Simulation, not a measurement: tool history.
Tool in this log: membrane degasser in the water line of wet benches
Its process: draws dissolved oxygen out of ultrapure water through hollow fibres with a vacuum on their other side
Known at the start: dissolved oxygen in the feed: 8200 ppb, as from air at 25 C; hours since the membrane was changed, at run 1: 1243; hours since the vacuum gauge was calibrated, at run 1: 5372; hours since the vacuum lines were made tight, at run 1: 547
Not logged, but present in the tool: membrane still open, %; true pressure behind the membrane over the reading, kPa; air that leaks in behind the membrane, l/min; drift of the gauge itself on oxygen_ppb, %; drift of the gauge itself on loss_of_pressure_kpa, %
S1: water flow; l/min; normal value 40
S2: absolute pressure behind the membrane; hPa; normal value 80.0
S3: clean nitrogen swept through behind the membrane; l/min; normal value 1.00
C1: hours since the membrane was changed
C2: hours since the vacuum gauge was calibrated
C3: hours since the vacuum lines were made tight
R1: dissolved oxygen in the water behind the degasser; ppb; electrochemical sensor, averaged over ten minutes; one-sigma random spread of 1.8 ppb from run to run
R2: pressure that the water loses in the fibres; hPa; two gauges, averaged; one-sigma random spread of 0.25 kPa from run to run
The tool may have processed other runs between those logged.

| run | day | S1 | S2 | S3 | C1 | C2 | C3 | R1 | R2 |
|---|---|---|---|---|---|---|---|---|---|
| 1 | 0.000 | 40 | 80.0 | 1.00 | 1243 | 5372 | 547 | 394.7 | 653.9 |
| 2 | 1.358 | 40 | 80.0 | 1.00 | 1275 | 5404 | 579 | 394.2 | 657.4 |
| 3 | 3.529 | 40 | 80.0 | 1.00 | 1327 | 5457 | 631 | 394.2 | 659.1 |
| 4 | 4.850 | 40 | 80.0 | 0.65 | 1359 | 5488 | 663 | 544.8 | 659.1 |
| 5 | 6.775 | 48 | 80.0 | 0.65 | 1405 | 5535 | 709 | 619.9 | 788.7 |
| 6 | 9.017 | 48 | 80.0 | 0.65 | 1459 | 5588 | 763 | 617.7 | 790.6 |
| 7 | 10.504 | 40 | 80.0 | 0.61 | 1495 | 5624 | 799 | 571.5 | 656.9 |
| 8 | 12.250 | 40 | 50.6 | 1.00 | 1537 | 5666 | 841 | 174.3 | 659.9 |
| 9 | 15.233 | 40 | 50.6 | 1.00 | 1608 | 5737 | 912 | 174.8 | 660.5 |
| 10 | 18.133 | 40 | 50.6 | 1.00 | 1678 | 5807 | 982 | 175.7 | 659.8 |
| 11 | 21.138 | 40 | 50.6 | 1.00 | 1750 | 5879 | 1054 | 175.0 | 655.5 |
| 12 | 23.854 | 40 | 50.6 | 1.00 | 1815 | 5944 | 1119 | 175.3 | 659.2 |
| 13 | 26.254 | 40 | 50.6 | 1.00 | 1873 | 6002 | 1177 | 177.1 | 659.7 |
| 14 | 27.638 | 40 | 50.6 | 1.00 | 1906 | 6035 | 1210 | 177.8 | 662.0 |
| 15 | 29.042 | 40 | 80.0 | 1.83 | 1940 | 6069 | 1244 | 242.0 | 663.7 |
| 16 | 31.758 | 40 | 80.0 | 1.00 | 2005 | 6134 | 1309 | 400.7 | 660.8 |
| 17 | 33.554 | 50 | 91.2 | 0.80 | 2048 | 6177 | 1352 | 672.9 | 823.7 |
| 18 | 36.429 | 48 | 91.2 | 1.76 | 2117 | 6246 | 1421 | 358.5 | 792.6 |
| 19 | 38.179 | 40 | 61.4 | 1.68 | 2159 | 6288 | 1463 | 170.4 | 660.4 |
| 20 | 40.412 | 40 | 72.3 | 0.50 | 2213 | 6342 | 1517 | 566.5 | 662.4 |
| 21 | 41.738 | 40 | 126.9 | 2.40 | 2244 | 6374 | 1548 | 359.3 | 657.5 |
| 22 | 43.642 | 63 | 126.9 | 1.36 | 2290 | 6419 | 1594 | 850.0 | 1045.1 |
| 23 | 45.829 | 56 | 126.9 | 1.36 | 2343 | 6472 | 1647 | 766.7 | 924.8 |
| 24 | 48.488 | 49 | 126.2 | 1.49 | 2406 | 6536 | 1710 | 632.5 | 812.4 |
| 25 | 50.792 | 40 | 87.6 | 2.42 | 2462 | 6591 | 1766 | 219.5 | 665.4 |
| 26 | 53.588 | 31 | 82.4 | 1.27 | 2529 | 6658 | 1833 | 280.8 | 511.2 |
| 27 | 56.454 | 31 | 82.4 | 1.27 | 2598 | 6727 | 1902 | 282.6 | 508.6 |
| 28 | 58.438 | 35 | 69.9 | 0.63 | 2645 | 6774 | 1949 | 412.6 | 580.9 |
| 29 | 60.808 | 35 | 69.9 | 0.63 | 2702 | 6831 | 2006 | 417.7 | 579.6 |
| 30 | 62.100 | 26 | 136.6 | 0.63 | 2733 | 6862 | 2037 | 817.9 | 432.4 |
| 31 | 63.800 | 61 | 152.3 | 0.69 | 2774 | 6903 | 2078 | 1555.2 | 1012.3 |

4 ways to go on from here, each from the tool as it stands after run 31. What would each give?
| A | 66.046 | 64 | 161.1 | 0.69 | 2828 | 6957 | 2132 | ? | ? |
| B | 66.046 | 26 | 152.3 | 0.69 | 2828 | 6957 | 2132 | ? | ? |
| C | 66.046 | 47 | 117.2 | 2.66 | 2828 | 6957 | 2132 | ? | ? |
| D | 66.046 | 44 | 94.9 | 1.24 | 2828 | 6957 | 2132 | ? | ? |

| run | R1 | R2 |
|---|---|---|
| A | 1698.0 | 1068.0 |
| B | 870.6 | 431.3 |
| C | 351.0 | 783.4 |
| D | 467.9 | 729.6 |
Without the tool's hidden state the same runs would have given:
| run | R1 | R2 |
|---|---|---|
| A | 1654.1 | 1048.5 |
| B | 844.2 | 423.4 |
| C | 334.9 | 769.1 |
| D | 440.5 | 716.3 |
